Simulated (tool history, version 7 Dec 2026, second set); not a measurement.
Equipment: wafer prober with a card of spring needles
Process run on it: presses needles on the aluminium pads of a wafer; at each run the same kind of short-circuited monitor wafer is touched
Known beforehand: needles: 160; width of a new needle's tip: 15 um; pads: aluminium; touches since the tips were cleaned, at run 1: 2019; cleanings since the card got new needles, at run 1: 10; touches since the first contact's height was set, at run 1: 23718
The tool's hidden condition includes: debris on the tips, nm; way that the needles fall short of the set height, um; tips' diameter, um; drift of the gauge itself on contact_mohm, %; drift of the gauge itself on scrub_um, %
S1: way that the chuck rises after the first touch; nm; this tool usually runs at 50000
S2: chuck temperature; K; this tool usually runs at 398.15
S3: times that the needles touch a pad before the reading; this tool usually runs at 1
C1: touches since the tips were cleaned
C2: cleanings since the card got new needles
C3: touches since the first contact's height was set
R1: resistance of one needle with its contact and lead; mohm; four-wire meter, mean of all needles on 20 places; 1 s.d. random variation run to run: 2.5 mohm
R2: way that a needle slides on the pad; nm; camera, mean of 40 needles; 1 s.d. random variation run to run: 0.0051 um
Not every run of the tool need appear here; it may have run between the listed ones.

run 1 day=0.000 | S1=50000 S2=398.15 S3=1 | C1=2019 C2=10 C3=23718 | R1=327 R2=10434
run 2 day=0.412 | S1=50000 S2=398.15 S3=1 | C1=4790 C2=10 C3=26489 | R1=336 R2=10433
run 3 day=0.650 | S1=33000 S2=398.15 S3=1 | C1=6376 C2=10 C3=28075 | R1=379 R2=6871
-- day=1.012 tips cleaned on abrasive film
run 4 day=1.012 | S1=33000 S2=398.15 S3=1 | C1=0 C2=11 C3=30460 | R1=322 R2=6865
run 5 day=1.300 | S1=33000 S2=398.15 S3=1 | C1=1932 C2=11 C3=32392 | R1=352 R2=6866
run 6 day=1.750 | S1=33000 S2=373.15 S3=1 | C1=4941 C2=11 C3=35401 | R1=366 R2=6859
run 7 day=2.150 | S1=33000 S2=373.15 S3=1 | C1=7626 C2=11 C3=38086 | R1=378 R2=6859
-- day=2.325 tips cleaned on abrasive film
run 8 day=2.417 | S1=41000 S2=373.15 S3=1 | C1=637 C2=12 C3=39843 | R1=312 R2=8524
run 9 day=2.742 | S1=67000 S2=398.15 S3=1 | C1=2805 C2=12 C3=42011 | R1=318 R2=13956
run 10 day=3.079 | S1=67000 S2=398.15 S3=1 | C1=5061 C2=12 C3=44267 | R1=320 R2=13955
run 11 day=3.404 | S1=37000 S2=313.15 S3=2 | C1=7223 C2=12 C3=46429 | R1=326 R2=7683

Forecast each of these 5 alternatives for the next run:
-- day=3.625 tips cleaned on abrasive film
run A day=3.654 | S1=34000 S2=338.15 S3=3 | C1=183 C2=13 C3=48082 | R1=? R2=?
-- day=3.625 tips cleaned on abrasive film
run B day=3.654 | S1=68000 S2=313.15 S3=2 | C1=183 C2=13 C3=48082 | R1=? R2=?
-- day=3.625 tips cleaned on abrasive film
run C day=3.654 | S1=57000 S2=372.15 S3=1 | C1=183 C2=13 C3=48082 | R1=? R2=?
-- day=3.625 tips cleaned on abrasive film
run D day=3.654 | S1=58000 S2=327.15 S3=2 | C1=183 C2=13 C3=48082 | R1=? R2=?
-- day=3.625 tips cleaned on abrasive film
run E day=3.654 | S1=33000 S2=398.15 S3=1 | C1=183 C2=13 C3=48082 | R1=? R2=?

run=A R1=298 R2=7037
run=B R1=279 R2=14154
run=C R1=301 R2=11846
run=D R1=289 R2=12071
run=E R1=324 R2=6832
Had the tool no hidden state, the same runs would have come out as:
run=A R1=295 R2=7112
run=B R1=278 R2=14229
run=C R1=298 R2=11921
run=D R1=286 R2=12146
run=E R1=316 R2=6907
